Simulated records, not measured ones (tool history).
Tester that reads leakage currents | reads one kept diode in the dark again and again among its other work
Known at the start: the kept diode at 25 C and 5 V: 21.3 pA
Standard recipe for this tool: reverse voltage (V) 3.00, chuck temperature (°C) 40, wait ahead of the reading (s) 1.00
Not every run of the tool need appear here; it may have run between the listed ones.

run	hour	reverse voltage (V)	chuck temperature (°C)	wait ahead of the reading (s)	current that the tester gives (pA)
1	0.0	3.00	40	1.00	54.47
2	70.9	3.00	40	3.89	53.41
3	165.9	3.00	40	3.89	53.77
4	223.8	6.29	40	1.00	85.16
5	317.8	6.29	20	1.00	27.10
6	364.7	6.29	20	1.00	26.97
7	417.0	6.29	20	1.00	27.35
# hour 477.3: chuck's temperature calibrated
8	508.8	6.29	20	1.00	28.69
9	601.6	3.00	46	1.00	85.71
10	654.4	3.00	40	1.00	57.92
11	761.5	3.00	40	6.89	57.29
12	836.8	3.00	40	6.89	57.19
13	920.7	3.00	40	6.89	57.37
14	964.5	3.00	40	6.89	57.26
15	1008.5	2.67	29	6.89	26.04
16	1104.5	2.67	29	6.89	26.20
17	1205.8	16.18	49	3.14	280.80
18	1276.9	16.18	49	3.14	279.20
19	1339.4	14.77	48	7.11	248.77
20	1444.1	1.50	32	1.20	22.36

Here are 3 independent what-if runs from the current tool condition. What would each one return?
A	1541.2	3.00	40	5.58	?
B	1541.2	3.00	27	1.00	?
C	1541.2	11.95	32	1.22	?

run	current that the tester gives (pA)
A	57.50
B	25.74
C	87.33
With the hidden condition removed and each run's random variation left untouched, the same runs would have given:
run	current that the tester gives (pA)
A	51.93
B	19.77
C	63.27

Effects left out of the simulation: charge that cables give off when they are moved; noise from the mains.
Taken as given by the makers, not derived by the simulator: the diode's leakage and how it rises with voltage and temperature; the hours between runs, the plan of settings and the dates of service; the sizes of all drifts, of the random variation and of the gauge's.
